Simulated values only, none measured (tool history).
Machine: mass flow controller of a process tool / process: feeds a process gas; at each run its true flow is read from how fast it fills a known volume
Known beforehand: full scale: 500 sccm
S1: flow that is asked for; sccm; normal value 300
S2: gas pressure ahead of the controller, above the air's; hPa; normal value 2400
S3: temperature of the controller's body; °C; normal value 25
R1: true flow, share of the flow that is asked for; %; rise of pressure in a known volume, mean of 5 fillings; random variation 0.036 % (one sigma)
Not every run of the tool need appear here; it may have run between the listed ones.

{"run": 1, "hour": 0.0, "S1": 300, "S2": 2400, "S3": 25, "R1": 98.87}
{"run": 2, "hour": 70.9, "S1": 300, "S2": 2400, "S3": 25, "R1": 98.91}
{"run": 3, "hour": 224.3, "S1": 300, "S2": 1520, "S3": 25, "R1": 99.02}
{"run": 4, "hour": 345.1, "S1": 300, "S2": 1520, "S3": 25, "R1": 99.03}
{"run": 5, "hour": 441.7, "S1": 300, "S2": 1520, "S3": 25, "R1": 99.05}
{"run": 6, "hour": 552.2, "S1": 441, "S2": 2400, "S3": 25, "R1": 99.58}
{"run": 7, "hour": 640.9, "S1": 441, "S2": 1580, "S3": 25, "R1": 99.73}
{"run": 8, "hour": 712.9, "S1": 441, "S2": 1580, "S3": 25, "R1": 99.87}
{"run": 9, "hour": 822.7, "S1": 300, "S2": 2400, "S3": 25, "R1": 98.86}
{"run": 10, "hour": 900.0, "S1": 300, "S2": 2400, "S3": 25, "R1": 98.85}
{"run": 11, "hour": 983.4, "S1": 300, "S2": 2610, "S3": 25, "R1": 98.82}
{"run": 12, "hour": 1123.3, "S1": 435, "S2": 2650, "S3": 28, "R1": 99.27}
{"run": 13, "hour": 1207.2, "S1": 101, "S2": 1940, "S3": 28, "R1": 97.64}
{"run": 14, "hour": 1310.0, "S1": 300, "S2": 2400, "S3": 32, "R1": 98.28}
{"run": 15, "hour": 1403.4, "S1": 300, "S2": 2270, "S3": 25, "R1": 98.93}
{"run": 16, "hour": 1532.0, "S1": 300, "S2": 2270, "S3": 25, "R1": 98.88}
{"run": 17, "hour": 1685.5, "S1": 118, "S2": 2400, "S3": 25, "R1": 97.9}
{"run": 18, "hour": 1761.4, "S1": 78, "S2": 2090, "S3": 29, "R1": 97.52}
{"run": 19, "hour": 1924.1, "S1": 83, "S2": 1620, "S3": 27, "R1": 97.71}
{"run": 20, "hour": 2038.6, "S1": 124, "S2": 1620, "S3": 22, "R1": 98.37}
{"run": 21, "hour": 2115.7, "S1": 117, "S2": 1960, "S3": 25, "R1": 98.05}
{"run": 22, "hour": 2253.6, "S1": 117, "S2": 1910, "S3": 32, "R1": 97.4}

Forecast each of these 3 alternatives for the next run:
{"run": "A", "hour": 2339.5, "S1": 79, "S2": 2270, "S3": 25, "R1": "?"}
{"run": "B", "hour": 2339.5, "S1": 327, "S2": 2640, "S3": 23, "R1": "?"}
{"run": "C", "hour": 2339.5, "S1": 117, "S2": 1980, "S3": 23, "R1": "?"}

run=A R1=97.73
run=B R1=99.09
run=C R1=98.16
Without the tool's unlogged condition, the same runs would have read:
run=A R1=97.72
run=B R1=99.09
run=C R1=98.15
